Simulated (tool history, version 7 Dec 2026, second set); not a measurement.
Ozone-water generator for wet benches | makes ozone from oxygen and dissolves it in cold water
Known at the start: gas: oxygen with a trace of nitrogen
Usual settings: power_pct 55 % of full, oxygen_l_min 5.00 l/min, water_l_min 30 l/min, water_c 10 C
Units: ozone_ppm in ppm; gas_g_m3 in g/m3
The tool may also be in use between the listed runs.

run,day,power_pct,oxygen_l_min,water_l_min,water_c,ozone_ppm,gas_g_m3
1,0.000,55,5.00,30,10,17.7,214.4
2,2.729,55,5.00,30,10,17.9,214.5
3,4.796,55,5.00,30,10,18.1,217.0
4,7.762,55,5.00,30,10,17.9,214.4
5,10.575,55,5.00,46,10,10.6,214.4
6,14.138,55,5.00,46,10,10.6,214.2
7,16.092,55,5.00,32,10,16.3,212.1
8,18.954,55,5.00,30,10,17.8,213.3
9,22.358,55,5.00,30,10,17.8,214.7
10,25.946,55,7.06,30,10,18.2,173.8
11,28.658,55,7.06,30,10,18.1,175.5
12,31.546,55,7.06,30,10,18.4,175.1
13,34.850,55,5.00,30,10,17.6,212.6
14,38.421,55,6.20,30,10,18.3,187.6
15,41.338,55,6.20,30,10,17.8,187.3
16,44.008,55,6.20,30,10,17.8,186.9
17,45.504,91,7.89,43,10,19.2,255.0
18,48.971,55,3.94,18,10,28.7,244.6
19,51.942,59,5.84,30,10,19.0,206.4
20,55.208,59,5.84,30,10,18.8,206.9
21,58.146,57,5.84,30,9,18.2,199.7
22,60.892,55,5.00,33,11,15.4,209.5
23,62.650,90,5.00,39,11,19.9,326.8
24,65.533,99,8.36,44,12,19.6,263.6
25,68.238,73,8.36,44,12,15.0,203.3
26,69.971,54,2.99,36,6,12.9,279.2
27,71.517,54,2.99,36,6,12.7,278.4
28,73.754,50,3.07,36,6,11.9,256.3
29,75.567,54,2.78,47,7,8.5,290.3
30,77.862,60,4.85,26,15,20.6,232.3
31,81.188,59,6.00,30,10,18.6,203.3
32,84.408,99,4.21,19,10,46.1,389.1

Forecast each of these 4 alternatives for the next run:
A,86.000,86,7.05,19,8,?,?
B,86.000,47,5.00,38,5,?,?
C,86.000,43,4.21,29,10,?,?
D,86.000,71,4.21,40,10,?,?

run,ozone_ppm,gas_g_m3
A,41.4,253.3
B,11.7,182.2
C,14.0,186.2
D,14.9,288.6
Without the tool's hidden state the same runs would have given:
run,ozone_ppm,gas_g_m3
A,45.7,270.7
B,12.7,188.7
C,15.0,192.1
D,16.5,305.3

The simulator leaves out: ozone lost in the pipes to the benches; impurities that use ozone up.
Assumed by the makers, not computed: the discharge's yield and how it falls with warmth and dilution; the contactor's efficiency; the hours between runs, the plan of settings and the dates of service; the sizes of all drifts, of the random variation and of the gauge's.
